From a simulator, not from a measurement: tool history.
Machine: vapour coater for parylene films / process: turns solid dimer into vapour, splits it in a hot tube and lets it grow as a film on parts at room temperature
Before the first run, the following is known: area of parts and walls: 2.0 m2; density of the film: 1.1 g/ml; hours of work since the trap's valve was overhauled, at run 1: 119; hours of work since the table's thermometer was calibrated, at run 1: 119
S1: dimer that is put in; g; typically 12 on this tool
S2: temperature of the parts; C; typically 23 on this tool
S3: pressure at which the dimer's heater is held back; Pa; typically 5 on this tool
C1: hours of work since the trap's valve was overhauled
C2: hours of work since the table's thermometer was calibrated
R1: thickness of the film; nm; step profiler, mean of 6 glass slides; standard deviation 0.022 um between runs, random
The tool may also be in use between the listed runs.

{"run": 1, "hour": 0.0, "S1": 12, "S2": 23, "S3": 5, "C1": 119, "C2": 119, "R1": 3010}
{"run": 2, "hour": 18.3, "S1": 12, "S2": 23, "S3": 5, "C1": 134, "C2": 134, "R1": 2970}
{"run": 3, "hour": 34.2, "S1": 12, "S2": 23, "S3": 5, "C1": 146, "C2": 146, "R1": 3030}
{"run": 4, "hour": 44.8, "S1": 12, "S2": 23, "S3": 4.7, "C1": 154, "C2": 154, "R1": 3020}
{"run": 5, "hour": 67.4, "S1": 12, "S2": 23, "S3": 5, "C1": 172, "C2": 172, "R1": 2970}
{"run": 6, "hour": 88.7, "S1": 12, "S2": 23, "S3": 5, "C1": 189, "C2": 189, "R1": 2960}
{"run": 7, "hour": 105.6, "S1": 6, "S2": 23, "S3": 5, "C1": 202, "C2": 202, "R1": 1470}
{"run": 8, "hour": 128.7, "S1": 6, "S2": 23, "S3": 5, "C1": 220, "C2": 220, "R1": 1460}
{"run": 9, "hour": 139.8, "S1": 6, "S2": 23, "S3": 5, "C1": 228, "C2": 228, "R1": 1480}
{"run": 10, "hour": 151.1, "S1": 6, "S2": 23, "S3": 5, "C1": 237, "C2": 237, "R1": 1480}
{"run": 11, "hour": 165.2, "S1": 22, "S2": 29, "S3": 3.57, "C1": 248, "C2": 248, "R1": 4840}
{"run": 12, "hour": 176.6, "S1": 13, "S2": 23, "S3": 10.05, "C1": 257, "C2": 257, "R1": 2890}
{"run": 13, "hour": 196.9, "S1": 13, "S2": 23, "S3": 10.05, "C1": 273, "C2": 273, "R1": 2910}
{"run": 14, "hour": 215.6, "S1": 6, "S2": 23, "S3": 10.05, "C1": 287, "C2": 287, "R1": 1330}
{"run": 15, "hour": 235.2, "S1": 18, "S2": 23, "S3": 5, "C1": 303, "C2": 303, "R1": 4410}
{"run": 16, "hour": 249.5, "S1": 12, "S2": 23, "S3": 2.11, "C1": 314, "C2": 314, "R1": 3290}
{"run": 17, "hour": 272.6, "S1": 8, "S2": 20, "S3": 6.87, "C1": 332, "C2": 332, "R1": 2020}

Run 18 is up next; what results do you expect?
{"run": 18, "hour": 295.7, "S1": 8, "S2": 20, "S3": 6.87, "C1": 350, "C2": 350, "R1": "?"}

Run 18 yielded R1 2020 nm.
With the hidden condition absent and the run-to-run variation left alone, this run would have shown R1 2090 nm.
